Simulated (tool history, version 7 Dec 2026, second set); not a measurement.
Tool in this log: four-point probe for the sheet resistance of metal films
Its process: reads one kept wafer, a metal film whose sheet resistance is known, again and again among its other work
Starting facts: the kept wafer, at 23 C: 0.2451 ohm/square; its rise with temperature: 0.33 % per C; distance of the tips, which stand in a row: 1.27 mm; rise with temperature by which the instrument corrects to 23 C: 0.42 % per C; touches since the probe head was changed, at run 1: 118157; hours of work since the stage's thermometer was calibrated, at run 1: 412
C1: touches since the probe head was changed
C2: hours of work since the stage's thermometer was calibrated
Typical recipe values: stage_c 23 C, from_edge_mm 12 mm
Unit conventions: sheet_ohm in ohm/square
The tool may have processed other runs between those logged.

run 1 hour=0.0 | stage_c=23 from_edge_mm=12 | C1=118157 C2=412 | sheet_ohm=0.249226
run 2 hour=85.5 | stage_c=23 from_edge_mm=12 | C1=122864 C2=477 | sheet_ohm=0.249225
run 3 hour=139.2 | stage_c=27 from_edge_mm=12 | C1=125819 C2=518 | sheet_ohm=0.248398
-- hour=167.5 new probe head fitted
run 4 hour=199.7 | stage_c=29 from_edge_mm=12 | C1=1770 C2=564 | sheet_ohm=0.244887
run 5 hour=240.0 | stage_c=29 from_edge_mm=12 | C1=3986 C2=594 | sheet_ohm=0.244917
run 6 hour=322.4 | stage_c=34 from_edge_mm=12 | C1=8521 C2=657 | sheet_ohm=0.243848
run 7 hour=377.7 | stage_c=34 from_edge_mm=12 | C1=11567 C2=699 | sheet_ohm=0.243829
-- hour=382.7 stage's thermometer calibrated
run 8 hour=435.4 | stage_c=28 from_edge_mm=12 | C1=14714 C2=40 | sheet_ohm=0.245379
run 9 hour=508.4 | stage_c=19 from_edge_mm=39 | C1=18729 C2=96 | sheet_ohm=0.246166
run 10 hour=590.9 | stage_c=22 from_edge_mm=10 | C1=23267 C2=159 | sheet_ohm=0.247605

Measured less the same run without the tool's hidden state. The same run-to-run variation is in both; the gauge's scatter may not be:
The tool's hidden condition here consists of: inner tips' distance over the nominal, %; tips' flats over new ones', %; wafer's true temperature over the reading, C; drift of the gauge itself on sheet_ohm, %.
run=1 sheet_ohm=+0.002635
run=2 sheet_ohm=+0.002734
run=3 sheet_ohm=+0.002777
run=4 sheet_ohm=-0.000356
run=5 sheet_ohm=-0.000315
run=6 sheet_ohm=-0.000231
run=7 sheet_ohm=-0.000179
run=8 sheet_ohm=-0.000076
run=9 sheet_ohm=+0.000010
run=10 sheet_ohm=+0.000094
